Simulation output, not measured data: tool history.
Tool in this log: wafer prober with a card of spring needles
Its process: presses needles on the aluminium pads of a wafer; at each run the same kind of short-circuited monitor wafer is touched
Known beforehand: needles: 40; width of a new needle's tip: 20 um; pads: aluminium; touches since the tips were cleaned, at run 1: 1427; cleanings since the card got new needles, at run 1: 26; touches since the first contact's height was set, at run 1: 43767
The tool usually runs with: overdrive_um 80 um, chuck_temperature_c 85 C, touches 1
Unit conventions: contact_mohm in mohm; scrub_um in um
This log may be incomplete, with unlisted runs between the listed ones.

run,hour,overdrive_um,chuck_temperature_c,touches,touches since the tips were cleaned,cleanings since the card got new needles,touches since the first contact's height was set,contact_mohm,scrub_um
1,0,80,85,1,1427,26,43767,233,13.65
# hour 9.2: tips cleaned on abrasive film
# hour 25.4: tips cleaned on abrasive film
2,32.5,80,85,1,1867,28,52260,239,13.55
# hour 41.2: tips cleaned on abrasive film
# hour 56.3: tips cleaned on abrasive film
3,56.3,80,90,1,0,30,58461,227,13.53
# hour 71.1: tips cleaned on abrasive film
# hour 76.2: height of the first contact set anew
# hour 86.6: tips cleaned on abrasive film
4,91.1,80,90,1,1194,32,3886,233,13.74
# hour 102.5: tips cleaned on abrasive film
5,115.3,80,90,1,3364,33,10208,249,13.72
# hour 117: tips cleaned on abrasive film
# hour 133.2: tips cleaned on abrasive film
6,135.8,80,85,2,675,35,15553,230,13.73
# hour 140.9: tips cleaned on abrasive film, once more
7,154.4,80,85,2,3554,36,20430,230,13.68
# hour 156.8: tips cleaned on abrasive film
# hour 172.9: tips cleaned on abrasive film
8,186.2,80,72,1,3502,38,28739,241,13.68
# hour 189.7: tips cleaned on abrasive film
# hour 204.1: tips cleaned on abrasive film
9,204.1,72,72,1,0,40,33381,225,12.27
# hour 219.6: tips cleaned on abrasive film
10,230.9,72,72,1,2959,41,40395,249,12.27
# hour 234.1: tips cleaned on abrasive film
# hour 248.8: tips cleaned on abrasive film
# hour 262.9: tips cleaned on abrasive film
11,270.5,74,85,1,2000,44,50734,240,12.57
# hour 277.2: tips cleaned on abrasive film
12,286.6,60,51,2,2493,45,54951,242,10.15
# hour 292: tips cleaned on abrasive film
# hour 307.5: tips cleaned on abrasive film
# hour 321.6: tips cleaned on abrasive film
# hour 321.9: height of the first contact set anew
13,322.5,60,110,2,156,48,156,245,10.29
# hour 337.6: tips cleaned on abrasive film
14,350.1,60,110,2,3280,49,7375,255,10.28
# hour 353.2: tips cleaned on abrasive film
# hour 368.9: tips cleaned on abrasive film
15,371.4,80,39,1,662,51,12928,222,13.73
# hour 383.2: tips cleaned on abrasive film
# hour 398.3: tips cleaned on abrasive film
16,406.1,95,112,1,2035,53,21987,238,16.25
# hour 412.7: tips cleaned on abrasive film
# hour 426.7: tips cleaned on abrasive film
17,435.7,80,39,2,2367,55,29718,226,13.65
# hour 441.2: tips cleaned on abrasive film
# hour 456.8: tips cleaned on abrasive film
18,468.5,80,58,3,3057,57,38284,224,13.66
# hour 471.5: tips cleaned on abrasive film
# hour 486.5: tips cleaned on abrasive film
# hour 500.8: tips cleaned on abrasive film
19,500.8,80,58,3,0,60,46702,218,13.63

Across each entry between runs, compare the hidden state at the last listed run before it with the hidden state at the first listed run after it:
In the gap between runs 1 and 2: tips cleaned on abrasive film (hour 9.2); tips cleaned on abrasive film (hour 25.4)
  debris on the tips, nm: 32.8 -> 38.2; way that the needles fall short of the set height, um: 0.57 -> 1; tips' diameter, um: 20.51 -> 20.64
  measured result minus the result with no hidden state, contact_mohm: +11 -> +13 mohm; scrub_um: -0.1 -> -0.18 um
In the gap between runs 2 and 3: tips cleaned on abrasive film (hour 41.2); tips cleaned on abrasive film (hour 56.3)
  debris on the tips, nm: 38.2 -> 2.6; way that the needles fall short of the set height, um: 1 -> 1.11; tips' diameter, um: 20.64 -> 20.68
  measured result minus the result with no hidden state, contact_mohm: +13 -> +1 mohm; scrub_um: -0.18 -> -0.19 um
In the gap between runs 3 and 4: tips cleaned on abrasive film (hour 71.1); height of the first contact set anew (hour 76.2); tips cleaned on abrasive film (hour 86.6)
  debris on the tips, nm: 2.6 -> 31.7; way that the needles fall short of the set height, um: 1.11 -> 0.06; tips' diameter, um: 20.68 -> 20.72
  measured result minus the result with no hidden state, contact_mohm: +1 -> +11 mohm; scrub_um: -0.19 -> -0.01 um
In the gap between runs 4 and 5: tips cleaned on abrasive film (hour 102.5)
  debris on the tips, nm: 31.7 -> 56.5; way that the needles fall short of the set height, um: 0.06 -> 0.13; tips' diameter, um: 20.72 -> 20.75
  measured result minus the result with no hidden state, contact_mohm: +11 -> +19 mohm; scrub_um: -0.01 -> -0.02 um
In the gap between runs 5 and 6: tips cleaned on abrasive film (hour 117); tips cleaned on abrasive film (hour 133.2)
  debris on the tips, nm: 56.5 -> 26; way that the needles fall short of the set height, um: 0.13 -> 0.23; tips' diameter, um: 20.75 -> 20.78
  measured result minus the result with no hidden state, contact_mohm: +19 -> +6 mohm; scrub_um: -0.02 -> -0.04 um
In the gap between runs 6 and 7: tips cleaned on abrasive film, once more (hour 140.9)
  debris on the tips, nm: 26 -> 55.1; way that the needles fall short of the set height, um: 0.23 -> 0.3; tips' diameter, um: 20.78 -> 20.81
  measured result minus the result with no hidden state, contact_mohm: +6 -> +11 mohm; scrub_um: -0.04 -> -0.05 um
In the gap between runs 7 and 8: tips cleaned on abrasive film (hour 156.8); tips cleaned on abrasive film (hour 172.9)
  debris on the tips, nm: 55.1 -> 56; way that the needles fall short of the set height, um: 0.3 -> 0.42; tips' diameter, um: 20.81 -> 20.85
  measured result minus the result with no hidden state, contact_mohm: +11 -> +19 mohm; scrub_um: -0.05 -> -0.07 um
In the gap between runs 8 and 9: tips cleaned on abrasive film (hour 189.7); tips cleaned on abrasive film (hour 204.1)
  debris on the tips, nm: 56 -> 3; way that the needles fall short of the set height, um: 0.42 -> 0.52; tips' diameter, um: 20.85 -> 20.88
  measured result minus the result with no hidden state, contact_mohm: +19 -> +3 mohm; scrub_um: -0.07 -> -0.09 um
In the gap between runs 9 and 10: tips cleaned on abrasive film (hour 219.6)
  debris on the tips, nm: 3 -> 54.2; way that the needles fall short of the set height, um: 0.52 -> 0.59; tips' diameter, um: 20.88 -> 20.91
  measured result minus the result with no hidden state, contact_mohm: +3 -> +23 mohm; scrub_um: -0.09 -> -0.1 um
In the gap between runs 10 and 11: tips cleaned on abrasive film (hour 234.1); tips cleaned on abrasive film (hour 248.8); tips cleaned on abrasive film (hour 262.9)
  debris on the tips, nm: 54.2 -> 42.9; way that the needles fall short of the set height, um: 0.59 -> 0.78; tips' diameter, um: 20.91 -> 20.98
  measured result minus the result with no hidden state, contact_mohm: +23 -> +17 mohm; scrub_um: -0.1 -> -0.13 um
In the gap between runs 11 and 12: tips cleaned on abrasive film (hour 277.2)
  debris on the tips, nm: 42.9 -> 47; way that the needles fall short of the set height, um: 0.78 -> 0.84; tips' diameter, um: 20.98 -> 21
  measured result minus the result with no hidden state, contact_mohm: +17 -> +19 mohm; scrub_um: -0.13 -> -0.15 um
In the gap between runs 12 and 13: tips cleaned on abrasive film (hour 292); tips cleaned on abrasive film (hour 307.5); tips cleaned on abrasive film (hour 321.6); height of the first contact set anew (hour 321.9)
  debris on the tips, nm: 47 -> 10.4; way that the needles fall short of the set height, um: 0.84 -> 0; tips' diameter, um: 21 -> 21.06
  measured result minus the result with no hidden state, contact_mohm: +19 -> +5 mohm; scrub_um: -0.15 -> +0 um
In the gap between runs 13 and 14: tips cleaned on abrasive film (hour 337.6)
  debris on the tips, nm: 10.4 -> 56.5; way that the needles fall short of the set height, um: 0 -> 0.06; tips' diameter, um: 21.06 -> 21.08
  measured result minus the result with no hidden state, contact_mohm: +5 -> +19 mohm; scrub_um: +0 -> -0.01 um
In the gap between runs 14 and 15: tips cleaned on abrasive film (hour 353.2); tips cleaned on abrasive film (hour 368.9)
  debris on the tips, nm: 56.5 -> 20.6; way that the needles fall short of the set height, um: 0.06 -> 0.19; tips' diameter, um: 21.08 -> 21.12
  measured result minus the result with no hidden state, contact_mohm: +19 -> +8 mohm; scrub_um: -0.01 -> -0.04 um
In the gap between runs 15 and 16: tips cleaned on abrasive film (hour 383.2); tips cleaned on abrasive film (hour 398.3)
  debris on the tips, nm: 20.6 -> 43.8; way that the needles fall short of the set height, um: 0.19 -> 0.32; tips' diameter, um: 21.12 -> 21.17
  measured result minus the result with no hidden state, contact_mohm: +8 -> +12 mohm; scrub_um: -0.04 -> -0.05 um
In the gap between runs 16 and 17: tips cleaned on abrasive film (hour 412.7); tips cleaned on abrasive film (hour 426.7)
  debris on the tips, nm: 43.8 -> 48.5; way that the needles fall short of the set height, um: 0.32 -> 0.41; tips' diameter, um: 21.17 -> 21.2
  measured result minus the result with no hidden state, contact_mohm: +12 -> +11 mohm; scrub_um: -0.05 -> -0.07 um
In the gap between runs 17 and 18: tips cleaned on abrasive film (hour 441.2); tips cleaned on abrasive film (hour 456.8)
  debris on the tips, nm: 48.5 -> 56.4; way that the needles fall short of the set height, um: 0.41 -> 0.52; tips' diameter, um: 21.2 -> 21.24
  measured result minus the result with no hidden state, contact_mohm: +11 -> +8 mohm; scrub_um: -0.07 -> -0.09 um
In the gap between runs 18 and 19: tips cleaned on abrasive film (hour 471.5); tips cleaned on abrasive film (hour 486.5); tips cleaned on abrasive film (hour 500.8)
  debris on the tips, nm: 56.4 -> 5.3; way that the needles fall short of the set height, um: 0.52 -> 0.66; tips' diameter, um: 21.24 -> 21.29
  measured result minus the result with no hidden state, contact_mohm: +8 -> +2 mohm; scrub_um: -0.09 -> -0.12 um
